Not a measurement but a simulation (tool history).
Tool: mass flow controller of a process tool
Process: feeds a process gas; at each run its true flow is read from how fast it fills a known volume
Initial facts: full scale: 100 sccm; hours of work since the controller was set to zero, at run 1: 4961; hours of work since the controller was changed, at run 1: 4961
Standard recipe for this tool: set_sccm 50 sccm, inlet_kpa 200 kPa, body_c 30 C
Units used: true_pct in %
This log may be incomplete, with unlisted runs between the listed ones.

run,day,set_sccm,inlet_kpa,body_c,hours of work since the controller was set to zero,hours of work since the controller was changed,true_pct
1,0,50,200,30,4961,4961,99.13
2,5.379,26,200,30,5060,5060,98.39
3,11.721,26,200,30,5178,5178,98.39
4,17.388,26,200,30,5283,5283,98.44
5,23.375,26,200,30,5393,5393,98.32
6,30.258,26,200,30,5521,5521,98.37
7,34.738,26,200,30,5604,5604,98.36
8,40.279,24,200,28,5706,5706,98.25
9,43.658,14,179,34,5769,5769,98.07
10,47.096,14,179,34,5833,5833,98.07
11,54.592,14,179,34,5971,5971,98.29
12,60.388,14,179,34,6079,6079,98.06
13,65.154,14,179,34,6167,6167,98.04
14,71.575,22,244,36,6286,6286,98.44

Hidden state or all else? Some run-to-run changes of true_pct, split into what the settings, what came in and random variation would give without the hidden state, and what is left for the hidden state (with any gauge scatter that isn't in both results):
The tool's hidden condition here consists of: flow at rest that the sensor doesn't see, % of full scale; true flow over the shown one, %; drift of the gauge itself on true_pct, %.
Run 1 -> 2: set_sccm 50 -> 26. true_pct -0.74 %: hidden state -0.01, all else -0.73.
Run 13 -> 14: set_sccm 14 -> 22, inlet_kpa 179 -> 244, body_c 34 -> 36. true_pct +0.4 %: hidden state -0.03, all else +0.43.
